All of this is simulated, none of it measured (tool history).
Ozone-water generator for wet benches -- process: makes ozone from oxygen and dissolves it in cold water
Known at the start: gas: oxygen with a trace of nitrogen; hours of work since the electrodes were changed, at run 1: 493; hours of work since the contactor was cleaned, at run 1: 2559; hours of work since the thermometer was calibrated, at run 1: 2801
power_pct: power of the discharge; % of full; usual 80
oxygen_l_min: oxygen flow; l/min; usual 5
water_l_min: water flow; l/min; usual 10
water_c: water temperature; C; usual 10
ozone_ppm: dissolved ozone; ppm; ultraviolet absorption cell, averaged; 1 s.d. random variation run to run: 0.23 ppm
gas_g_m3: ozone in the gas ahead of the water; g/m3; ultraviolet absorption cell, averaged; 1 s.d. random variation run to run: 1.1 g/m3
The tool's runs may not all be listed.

| run | day | power_pct | oxygen_l_min | water_l_min | water_c | hours of work since the electrodes were changed | hours of work since the contactor was cleaned | hours of work since the thermometer was calibrated | ozone_ppm | gas_g_m3 |
|---|---|---|---|---|---|---|---|---|---|---|
| 1 | 0 | 80 | 5 | 10 | 10 | 493 | 2559 | 2801 | 35 | 189.5 |
| 2 | 1.192 | 80 | 5 | 10 | 10 | 516 | 2582 | 2824 | 34.7 | 188.1 |
| 3 | 2.133 | 80 | 2.71 | 10 | 10 | 534 | 2600 | 2842 | 37.4 | 281.6 |
| 4 | 3.971 | 80 | 2.71 | 10 | 6 | 569 | 2636 | 2878 | 39.8 | 284 |
| 5 | 5.058 | 80 | 4.19 | 10 | 10 | 590 | 2656 | 2899 | 36 | 209.2 |
| 6 | 6.762 | 80 | 4.19 | 10 | 10 | 623 | 2689 | 2932 | 35.7 | 211.4 |
| 7 | 7.95 | 80 | 5 | 10 | 10 | 645 | 2712 | 2954 | 34.5 | 187.9 |
| 8 | 9.792 | 80 | 5 | 7 | 10 | 681 | 2747 | 2990 | 42.6 | 188.1 |
| 9 | 11.642 | 80 | 3.17 | 7 | 10 | 716 | 2783 | 3025 | 48 | 254.2 |
| 10 | 13 | 80 | 3.17 | 7 | 10 | 743 | 2809 | 3051 | 47.6 | 253.6 |
| 11 | 14.208 | 80 | 3.47 | 13 | 7 | 766 | 2832 | 3075 | 31.4 | 241.2 |
| 12 | 15.904 | 80 | 3.15 | 14 | 10 | 798 | 2865 | 3107 | 28.6 | 256.1 |
| 13 | 17.308 | 67 | 3.15 | 8 | 11 | 825 | 2892 | 3134 | 38 | 228.8 |
| 14 | 18.55 | 80 | 3.41 | 16 | 8 | 849 | 2916 | 3158 | 26.5 | 242.9 |
| 15 | 19.783 | 58 | 3.63 | 13 | 10 | 873 | 2940 | 3182 | 24.3 | 186.7 |
| 16 | 21.154 | 62 | 5 | 15 | 10 | 899 | 2966 | 3208 | 22.5 | 159.4 |
| 17 | 22.779 | 62 | 5 | 15 | 10 | 931 | 2997 | 3240 | 22.1 | 158.7 |
| 18 | 24.3 | 62 | 5 | 15 | 10 | 960 | 3026 | 3269 | 21.7 | 158.8 |

What if the next run were any one of these 5? Each begins from the tool's condition after run 18:
| A | 25.971 | 40 | 5 | 15 | 10 | 992 | 3059 | 3301 | ? | ? |
| B | 25.971 | 80 | 3.34 | 10 | 10 | 992 | 3059 | 3301 | ? | ? |
| C | 25.971 | 87 | 3.33 | 6 | 10 | 992 | 3059 | 3301 | ? | ? |
| D | 25.971 | 49 | 5 | 10 | 13 | 992 | 3059 | 3301 | ? | ? |
| E | 25.971 | 94 | 7.75 | 15 | 10 | 992 | 3059 | 3301 | ? | ? |

| run | ozone_ppm | gas_g_m3 |
|---|---|---|
| A | 16.5 | 116.6 |
| B | 37.1 | 246.4 |
| C | 54.4 | 259.1 |
| D | 23.7 | 136.2 |
| E | 27.3 | 156.2 |
With the hidden condition removed and each run's random variation left untouched, the same runs would have given:
| run | ozone_ppm | gas_g_m3 |
|---|---|---|
| A | 16.5 | 116.7 |
| B | 37.2 | 246.5 |
| C | 54.4 | 259.2 |
| D | 23.7 | 136.2 |
| E | 27.3 | 156.3 |
